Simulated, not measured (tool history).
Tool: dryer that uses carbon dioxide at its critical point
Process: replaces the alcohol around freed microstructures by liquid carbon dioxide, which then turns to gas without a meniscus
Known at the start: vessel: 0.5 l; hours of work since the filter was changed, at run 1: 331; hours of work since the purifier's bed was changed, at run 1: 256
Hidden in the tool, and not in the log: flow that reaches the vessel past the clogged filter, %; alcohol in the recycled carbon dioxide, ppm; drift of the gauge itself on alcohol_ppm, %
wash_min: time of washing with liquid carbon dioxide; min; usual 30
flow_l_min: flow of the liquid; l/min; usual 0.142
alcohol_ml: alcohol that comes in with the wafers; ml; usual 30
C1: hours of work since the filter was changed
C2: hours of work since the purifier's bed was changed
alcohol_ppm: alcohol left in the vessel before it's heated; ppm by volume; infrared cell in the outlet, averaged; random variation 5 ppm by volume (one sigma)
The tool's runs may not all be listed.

{"run": 1, "hour": 0.0, "wash_min": 30, "flow_l_min": 0.142, "alcohol_ml": 30, "C1": 331, "C2": 256, "alcohol_ppm": 114}
{"run": 2, "hour": 39.1, "wash_min": 30, "flow_l_min": 0.142, "alcohol_ml": 30, "C1": 353, "C2": 277, "alcohol_ppm": 124}
{"run": 3, "hour": 71.8, "wash_min": 30, "flow_l_min": 0.122, "alcohol_ml": 30, "C1": 371, "C2": 295, "alcohol_ppm": 193}
{"run": 4, "hour": 97.0, "wash_min": 30, "flow_l_min": 0.122, "alcohol_ml": 30, "C1": 384, "C2": 309, "alcohol_ppm": 198}
{"hour": 116.8, "done": "inlet filter changed"}
{"run": 5, "hour": 125.9, "wash_min": 30, "flow_l_min": 0.142, "alcohol_ml": 30, "C1": 5, "C2": 324, "alcohol_ppm": 130}
{"run": 6, "hour": 160.4, "wash_min": 31, "flow_l_min": 0.102, "alcohol_ml": 30, "C1": 24, "C2": 343, "alcohol_ppm": 263}
{"run": 7, "hour": 192.6, "wash_min": 19, "flow_l_min": 0.09, "alcohol_ml": 30, "C1": 42, "C2": 361, "alcohol_ppm": 2487}
{"run": 8, "hour": 231.6, "wash_min": 19, "flow_l_min": 0.09, "alcohol_ml": 30, "C1": 63, "C2": 382, "alcohol_ppm": 2524}
{"run": 9, "hour": 262.6, "wash_min": 26, "flow_l_min": 0.137, "alcohol_ml": 81, "C1": 80, "C2": 399, "alcohol_ppm": 358}
{"run": 10, "hour": 299.8, "wash_min": 27, "flow_l_min": 0.131, "alcohol_ml": 30, "C1": 101, "C2": 420, "alcohol_ppm": 243}

How the hidden state differs across the entries between the runs, from the last listed run before each to the first after it:
Between runs 4 and 5: inlet filter changed (hour 116.8)
  flow that reaches the vessel past the clogged filter, %: 92.3 -> 99; alcohol in the recycled carbon dioxide, ppm: 108.8 -> 113.8
  measured less the result without the state, alcohol_ppm: +140 -> +109 ppm by volume
